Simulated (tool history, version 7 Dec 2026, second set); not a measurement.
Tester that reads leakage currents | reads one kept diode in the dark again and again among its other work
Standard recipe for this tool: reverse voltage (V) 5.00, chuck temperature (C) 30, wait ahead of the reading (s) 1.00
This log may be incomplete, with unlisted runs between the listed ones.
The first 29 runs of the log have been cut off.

run,hour,reverse voltage (V),chuck temperature (C),wait ahead of the reading (s),current that the tester gives (pA)
30,1412.4,5.92,31,1.00,193.82
31,1454.8,2.32,44,1.00,404.91
32,1502.7,2.32,42,1.00,342.11
33,1558.4,1.32,52,1.00,628.48
34,1590.1,1.32,52,1.00,627.00
35,1641.4,4.17,34,1.00,216.00
36,1683.2,5.00,27,1.02,128.16
37,1739.9,2.78,57,4.24,1181.09
38,1782.1,2.78,57,4.24,1180.07

Run 39, settings as shown, results not yet in. Your forecast:
39,1842.6,5.00,40,1.00,?

{"run 39": {"current that the tester gives (pA)": 375.06}}
Without the tool's hidden state the same run would have given current that the tester gives (pA) 376.35.
